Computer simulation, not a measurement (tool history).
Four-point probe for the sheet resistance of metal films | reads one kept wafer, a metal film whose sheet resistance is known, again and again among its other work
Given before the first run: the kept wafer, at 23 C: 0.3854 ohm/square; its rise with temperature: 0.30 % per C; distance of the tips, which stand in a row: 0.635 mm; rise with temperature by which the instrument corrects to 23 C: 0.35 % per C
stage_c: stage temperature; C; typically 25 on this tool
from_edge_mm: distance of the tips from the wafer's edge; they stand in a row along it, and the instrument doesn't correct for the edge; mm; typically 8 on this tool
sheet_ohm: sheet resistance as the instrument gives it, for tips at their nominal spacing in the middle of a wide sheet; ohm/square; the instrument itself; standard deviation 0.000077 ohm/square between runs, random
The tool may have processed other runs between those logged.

run 1 hour=0.0 | stage_c=25 from_edge_mm=8 | sheet_ohm=0.383493
run 2 hour=15.7 | stage_c=26 from_edge_mm=8 | sheet_ohm=0.383103
run 3 hour=34.6 | stage_c=25 from_edge_mm=36 | sheet_ohm=0.382074
run 4 hour=45.0 | stage_c=25 from_edge_mm=36 | sheet_ohm=0.382132
run 5 hour=59.6 | stage_c=25 from_edge_mm=36 | sheet_ohm=0.382159
run 6 hour=67.9 | stage_c=25 from_edge_mm=36 | sheet_ohm=0.382176
run 7 hour=80.5 | stage_c=25 from_edge_mm=36 | sheet_ohm=0.382107
run 8 hour=92.8 | stage_c=25 from_edge_mm=36 | sheet_ohm=0.382225
run 9 hour=112.1 | stage_c=25 from_edge_mm=36 | sheet_ohm=0.382208
run 10 hour=124.8 | stage_c=25 from_edge_mm=36 | sheet_ohm=0.382043
run 11 hour=133.0 | stage_c=25 from_edge_mm=36 | sheet_ohm=0.382008
run 12 hour=143.6 | stage_c=25 from_edge_mm=36 | sheet_ohm=0.381865
run 13 hour=159.6 | stage_c=25 from_edge_mm=8 | sheet_ohm=0.383246
run 14 hour=169.5 | stage_c=25 from_edge_mm=8 | sheet_ohm=0.383356
run 15 hour=186.0 | stage_c=25 from_edge_mm=8 | sheet_ohm=0.383223
run 16 hour=195.8 | stage_c=21 from_edge_mm=6 | sheet_ohm=0.384949
run 17 hour=214.6 | stage_c=21 from_edge_mm=6 | sheet_ohm=0.384847
run 18 hour=232.9 | stage_c=21 from_edge_mm=6 | sheet_ohm=0.384916
run 19 hour=246.7 | stage_c=20 from_edge_mm=22 | sheet_ohm=0.382839
run 20 hour=261.8 | stage_c=23 from_edge_mm=5 | sheet_ohm=0.385513
run 21 hour=281.0 | stage_c=19 from_edge_mm=5 | sheet_ohm=0.386342
run 22 hour=295.4 | stage_c=19 from_edge_mm=5 | sheet_ohm=0.386204
run 23 hour=308.0 | stage_c=19 from_edge_mm=5 | sheet_ohm=0.386224
run 24 hour=325.1 | stage_c=19 from_edge_mm=5 | sheet_ohm=0.386251
run 25 hour=335.4 | stage_c=19 from_edge_mm=56 | sheet_ohm=0.382808

Run 26 is up next; what results do you expect?
run 26 hour=348.5 | stage_c=20 from_edge_mm=9 | sheet_ohm=?

sheet_ohm: 0.383763 ohm/square
On a tool with no hidden condition, and with the same random variation, this run would have come out at sheet_ohm 0.387201 ohm/square.
